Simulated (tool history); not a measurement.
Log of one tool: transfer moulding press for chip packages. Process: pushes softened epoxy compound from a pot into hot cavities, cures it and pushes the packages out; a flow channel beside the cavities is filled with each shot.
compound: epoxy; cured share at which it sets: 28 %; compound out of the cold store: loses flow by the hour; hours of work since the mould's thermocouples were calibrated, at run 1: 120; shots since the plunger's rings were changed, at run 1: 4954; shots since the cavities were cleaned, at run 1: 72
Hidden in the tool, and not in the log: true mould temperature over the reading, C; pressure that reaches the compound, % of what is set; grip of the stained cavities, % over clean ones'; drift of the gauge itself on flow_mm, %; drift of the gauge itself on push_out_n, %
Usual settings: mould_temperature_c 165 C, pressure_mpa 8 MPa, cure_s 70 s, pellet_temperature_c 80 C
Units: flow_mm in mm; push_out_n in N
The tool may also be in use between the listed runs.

run,hour,mould_temperature_c,pressure_mpa,cure_s,pellet_temperature_c,hours of work since the mould's thermocouples were calibrated,shots since the plunger's rings were changed,shots since the cavities were cleaned,incoming compound's hours out of the cold store,flow_mm,push_out_n
1,0,165,8,70,80,120,4954,72,27,536,475
2,8.2,165,8,70,80,123,5037,155,10.4,589,536
3,20.1,165,8,70,80,128,5157,275,26.6,536,563
4,26.4,165,8,70,80,131,5221,339,18.1,562,621
5,33.7,165,8,70,80,134,5295,413,33,515,625
# hour 41.7: cavities cleaned with cleaning compound and waxed
6,49.4,165,8,70,74,140,5438,78,47.4,475,433
# hour 57.2: plunger's sealing rings changed
7,59.9,165,8,70,74,143,27,159,26.5,587,536
8,66.3,165,6.25,70,80,146,92,224,15.7,560,562
9,74.1,165,6.25,70,80,149,170,302,47.2,475,535
10,82.9,165,6.25,70,80,153,259,391,46.8,468,565
# hour 93.2: cavities cleaned with cleaning compound and waxed
11,94.7,165,8,70,80,157,363,14,40.6,545,389
12,103.6,165,7.27,70,80,161,453,104,24.4,573,485
13,117.2,165,8,70,90,167,590,241,37.8,547,494
14,127.9,167,6.42,70,80,171,699,350,12.8,565,551
15,139.6,161,6.28,90,80,176,817,468,25.1,532,471
# hour 142: cavities cleaned with cleaning compound and waxed
16,153,163,8.55,52,80,181,937,111,34.6,574,1020
17,159.6,164,7.64,91,75,184,1004,178,37,541,317
18,170.1,164,7.64,91,75,188,1110,284,26.6,566,359
19,184.6,162,8,104,80,194,1257,431,30.5,574,353
# hour 190.9: cavities cleaned with cleaning compound and waxed
20,196.2,162,7.28,104,80,199,1358,53,37.8,528,246

The next listed run, before its measurement:
21,202.9,162,7.28,104,80,201,1426,121,12.9,?,?

Run 21 gave flow_mm 594 mm, push_out_n 277 N.
Without the tool's hidden state the same run would have given flow_mm 609 mm, push_out_n 215 N.
